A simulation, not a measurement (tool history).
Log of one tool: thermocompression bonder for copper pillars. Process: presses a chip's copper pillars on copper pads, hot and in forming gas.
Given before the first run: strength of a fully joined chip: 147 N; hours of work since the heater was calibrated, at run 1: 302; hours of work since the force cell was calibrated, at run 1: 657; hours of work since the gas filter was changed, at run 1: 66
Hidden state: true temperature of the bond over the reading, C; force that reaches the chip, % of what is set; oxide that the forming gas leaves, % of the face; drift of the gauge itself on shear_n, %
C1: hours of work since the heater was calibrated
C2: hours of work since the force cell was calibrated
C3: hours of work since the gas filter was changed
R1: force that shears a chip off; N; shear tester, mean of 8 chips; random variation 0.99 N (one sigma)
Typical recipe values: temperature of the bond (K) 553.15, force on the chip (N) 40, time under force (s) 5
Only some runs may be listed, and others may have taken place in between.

Run 1, hour 0: usual settings; C1 302; C2 657; C3 66. Result: R1 77.1 N.
Run 2, hour 15.3: usual settings but time under force (s) 11; C1 313; C2 669; C3 77. Result: R1 94.1 N.
Run 3, hour 33.3: usual settings but time under force (s) 11; C1 326; C2 682; C3 91. Result: R1 94.7 N.
Run 4, hour 44.1: usual settings; C1 335; C2 690; C3 99. Result: R1 74.7 N.
Run 5, hour 62.8: usual settings; C1 349; C2 704; C3 113. Result: R1 73.8 N.
Run 6, hour 80.5: usual settings; C1 362; C2 718; C3 126. Result: R1 74.6 N.
Run 7, hour 91.7: usual settings; C1 370; C2 726; C3 134. Result: R1 71.9 N.
At hour 96: heater calibrated with a thermocouple chip.
Run 8, hour 104.4: usual settings; C1 6; C2 734; C3 142. Result: R1 71.9 N.
Run 9, hour 117.1: usual settings; C1 16; C2 743; C3 152. Result: R1 71.8 N.
Run 10, hour 129.5: usual settings; C1 25; C2 753; C3 161. Result: R1 71.5 N.
Run 11, hour 140.5: usual settings; C1 33; C2 761; C3 169. Result: R1 71.1 N.
At hour 154.9: heater calibrated with a thermocouple chip, once more.
Run 12, hour 154.9: usual settings; C1 0; C2 770; C3 178. Result: R1 77.1 N.
Run 13, hour 170.5: usual settings but force on the chip (N) 46, time under force (s) 12; C1 12; C2 782; C3 190. Result: R1 106.9 N.
Run 14, hour 196.6: usual settings but temperature of the bond (K) 555.15, force on the chip (N) 34, time under force (s) 3; C1 31; C2 801; C3 210. Result: R1 53.9 N.
Run 15, hour 210.8: usual settings but temperature of the bond (K) 555.15, force on the chip (N) 34, time under force (s) 3; C1 42; C2 812; C3 220. Result: R1 53.1 N.
Run 16, hour 236.3: usual settings but temperature of the bond (K) 555.15, force on the chip (N) 34, time under force (s) 3; C1 61; C2 831; C3 239. Result: R1 52.3 N.
Run 17, hour 251.1: usual settings but temperature of the bond (K) 555.15, force on the chip (N) 33, time under force (s) 13; C1 72; C2 842; C3 250. Result: R1 83.9 N.
Run 18, hour 268.4: usual settings but temperature of the bond (K) 581.15, force on the chip (N) 54, time under force (s) 10; C1 85; C2 855; C3 263. Result: R1 117.9 N.
Run 19, hour 292.7: usual settings but temperature of the bond (K) 581.15, force on the chip (N) 54, time under force (s) 10; C1 103; C2 873; C3 281. Result: R1 116.6 N.
Run 20, hour 307.8: usual settings but temperature of the bond (K) 552.15, force on the chip (N) 56; C1 114; C2 884; C3 293. Result: R1 89.6 N.
At hour 325.9: forming gas filter changed.
Run 21, hour 333.1: usual settings but temperature of the bond (K) 552.15, force on the chip (N) 56; C1 133; C2 903; C3 5. Result: R1 101.8 N.
Run 22, hour 356.6: usual settings but temperature of the bond (K) 552.15, force on the chip (N) 56; C1 150; C2 920; C3 23. Result: R1 99.6 N.
Run 23, hour 373.3: usual settings but temperature of the bond (K) 526.15, force on the chip (N) 54; C1 163; C2 933; C3 35. Result: R1 80.1 N.
Run 24, hour 395.3: usual settings but temperature of the bond (K) 536.15, force on the chip (N) 52, time under force (s) 7; C1 179; C2 949; C3 52. Result: R1 90.6 N.

Alternative continuations, all from the tool just after run 24; predict every row:
Run A, hour 412.6: usual settings but temperature of the bond (K) 572.15, time under force (s) 4; C1 192; C2 962; C3 65. Result: R1 ?.
Run B, hour 412.6: usual settings but temperature of the bond (K) 560.15, force on the chip (N) 52, time under force (s) 4; C1 192; C2 962; C3 65. Result: R1 ?.
Run C, hour 412.6: usual settings but temperature of the bond (K) 536.15, force on the chip (N) 27, time under force (s) 14; C1 192; C2 962; C3 65. Result: R1 ?.
Run D, hour 412.6: usual settings but force on the chip (N) 36, time under force (s) 4; C1 192; C2 962; C3 65. Result: R1 ?.
Run E, hour 412.6: usual settings but time under force (s) 10; C1 192; C2 962; C3 65. Result: R1 ?.

run    R1
  A  83.1
  B  92.9
  C  66.2
  D  64.9
  E  97.4
Without the tool's unlogged condition, the same runs would have read:
run     R1
  A   93.4
  B  103.6
  C   75.8
  D   74.1
  E  108.3
